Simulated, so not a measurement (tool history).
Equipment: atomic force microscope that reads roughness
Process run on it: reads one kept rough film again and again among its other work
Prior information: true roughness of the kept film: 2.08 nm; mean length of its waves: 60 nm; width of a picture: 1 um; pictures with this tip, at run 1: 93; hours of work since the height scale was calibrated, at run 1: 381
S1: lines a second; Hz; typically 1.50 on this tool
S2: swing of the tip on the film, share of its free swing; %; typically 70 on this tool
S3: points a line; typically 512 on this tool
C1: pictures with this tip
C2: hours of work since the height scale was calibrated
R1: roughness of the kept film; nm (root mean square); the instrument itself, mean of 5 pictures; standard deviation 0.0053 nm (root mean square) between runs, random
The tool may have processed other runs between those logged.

{"run": 1, "day": 0.0, "S1": 1.5, "S2": 70, "S3": 512, "C1": 93, "C2": 381, "R1": 1.842}
{"day": 0.146, "done": "new tip fitted"}
{"run": 2, "day": 0.583, "S1": 1.5, "S2": 70, "S3": 427, "C1": 12, "C2": 391, "R1": 1.867}
{"run": 3, "day": 0.879, "S1": 1.5, "S2": 70, "S3": 427, "C1": 20, "C2": 397, "R1": 1.87}
{"run": 4, "day": 1.333, "S1": 1.5, "S2": 70, "S3": 427, "C1": 33, "C2": 405, "R1": 1.862}
{"run": 5, "day": 1.604, "S1": 1.5, "S2": 70, "S3": 427, "C1": 41, "C2": 410, "R1": 1.856}
{"run": 6, "day": 1.854, "S1": 1.5, "S2": 70, "S3": 427, "C1": 48, "C2": 414, "R1": 1.86}
{"run": 7, "day": 2.367, "S1": 1.5, "S2": 70, "S3": 512, "C1": 62, "C2": 424, "R1": 1.849}
{"run": 8, "day": 2.921, "S1": 1.5, "S2": 56, "S3": 512, "C1": 78, "C2": 434, "R1": 1.955}
{"run": 9, "day": 3.283, "S1": 1.5, "S2": 56, "S3": 512, "C1": 88, "C2": 440, "R1": 1.946}
{"day": 3.579, "done": "new tip fitted"}
{"run": 10, "day": 3.892, "S1": 1.5, "S2": 70, "S3": 405, "C1": 9, "C2": 451, "R1": 1.876}
{"run": 11, "day": 4.467, "S1": 1.5, "S2": 70, "S3": 405, "C1": 25, "C2": 462, "R1": 1.874}
{"run": 12, "day": 4.808, "S1": 3.33, "S2": 61, "S3": 447, "C1": 35, "C2": 468, "R1": 1.816}
{"run": 13, "day": 5.125, "S1": 1.28, "S2": 66, "S3": 377, "C1": 44, "C2": 474, "R1": 1.91}
{"run": 14, "day": 5.412, "S1": 1.5, "S2": 72, "S3": 512, "C1": 52, "C2": 479, "R1": 1.843}
{"run": 15, "day": 5.917, "S1": 0.75, "S2": 58, "S3": 630, "C1": 66, "C2": 488, "R1": 1.984}
{"run": 16, "day": 6.362, "S1": 1.5, "S2": 78, "S3": 512, "C1": 78, "C2": 496, "R1": 1.776}

Subtracting, for every run, the result it would have given without the tool's unlogged condition from the measured result gives the following. The same run-to-run variation enters both numbers; the gauge's scatter may not:
Hidden conditions of the tool in this case: radius of the tip, nm; height scale over the true one, %; drift of the gauge itself on roughness_nm, %.
run=1 R1=-0.033
run=2 R1=-0.003
run=3 R1=-0.006
run=4 R1=-0.011
run=5 R1=-0.013
run=6 R1=-0.015
run=7 R1=-0.020
run=8 R1=-0.027
run=9 R1=-0.030
run=10 R1=-0.001
run=11 R1=-0.006
run=12 R1=-0.010
run=13 R1=-0.013
run=14 R1=-0.015
run=15 R1=-0.021
run=16 R1=-0.023

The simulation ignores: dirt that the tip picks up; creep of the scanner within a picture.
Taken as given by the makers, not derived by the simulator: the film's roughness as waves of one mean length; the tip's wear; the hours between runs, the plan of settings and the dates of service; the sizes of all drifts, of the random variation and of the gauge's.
